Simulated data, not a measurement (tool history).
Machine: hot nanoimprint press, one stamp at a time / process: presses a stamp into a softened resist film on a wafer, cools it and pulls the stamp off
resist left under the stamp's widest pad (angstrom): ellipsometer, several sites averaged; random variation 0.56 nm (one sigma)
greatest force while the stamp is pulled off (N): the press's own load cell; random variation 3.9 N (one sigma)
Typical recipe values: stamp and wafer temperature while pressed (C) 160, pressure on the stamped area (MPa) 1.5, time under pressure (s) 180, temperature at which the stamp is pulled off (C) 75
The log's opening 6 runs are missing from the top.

run	hour	stamp and wafer temperature while pressed (C)	pressure on the stamped area (MPa)	time under pressure (s)	temperature at which the stamp is pulled off (C)	resist left under the stamp's widest pad (angstrom)	greatest force while the stamp is pulled off (N)
# hour 275.7: stamp cleaned and given a new release coat
7	309.4	160	1.5	180	75	2578	188
8	345.7	158	1.5	180	75	2831	193
9	414.1	160	1.5	135	75	2811	178
# hour 440.9: plate thermocouple calibrated
10	457.5	160	1.5	135	75	2809	194
11	505.1	160	0.96	180	75	3185	190
12	559.7	160	1.5	180	75	2578	192
13	627	160	1.5	180	75	2585	195
14	683.4	160	1.5	180	75	2579	190
15	739.3	160	1.5	180	75	2579	178
16	798.6	160	1.5	180	75	2583	193
17	851.7	160	1.5	180	75	2594	187
18	881.9	166	1.5	288	69	1616	217
19	927	166	1.5	288	69	1613	227
20	990.4	160	1.85	180	75	2322	193
21	1055	164	1.85	180	75	1881	196
22	1117.6	160	1.5	176	69	2620	214
# hour 1156.4: stamp cleaned and given a new release coat
23	1193.6	152	1.76	196	62	3458	243
24	1223.4	152	1.76	196	62	3441	249
25	1263	152	1.76	196	62	3451	252
26	1296.1	152	1.76	196	62	3456	250
# hour 1303.8: gauge calibrated
27	1335.2	159	2.03	305	74	1921	194
# hour 1381.8: plate thermocouple calibrated
# hour 1409.9: press's hydraulic seals changed and the load cell set to zero
28	1409.9	166	2.32	329	63	1171	242
29	1462	159	0.99	154	63	3390	244
30	1495.1	159	1.38	306	74	2378	191
31	1540.7	152	1.21	96	83	4331	155

Alternative continuations, all from the tool just after run 31; predict every row:
A	1608.5	152	1.06	176	83	?	?
B	1608.5	152	1.06	114	83	?	?
C	1608.5	152	1.18	96	82	?	?

run	resist left under the stamp's widest pad (angstrom)	greatest force while the stamp is pulled off (N)
A	4120	157
B	4382	155
C	4353	151
Stripped of hidden state, with their random variation kept, the same runs would have yielded:
run	resist left under the stamp's widest pad (angstrom)	greatest force while the stamp is pulled off (N)
A	4104	156
B	4365	154
C	4336	150

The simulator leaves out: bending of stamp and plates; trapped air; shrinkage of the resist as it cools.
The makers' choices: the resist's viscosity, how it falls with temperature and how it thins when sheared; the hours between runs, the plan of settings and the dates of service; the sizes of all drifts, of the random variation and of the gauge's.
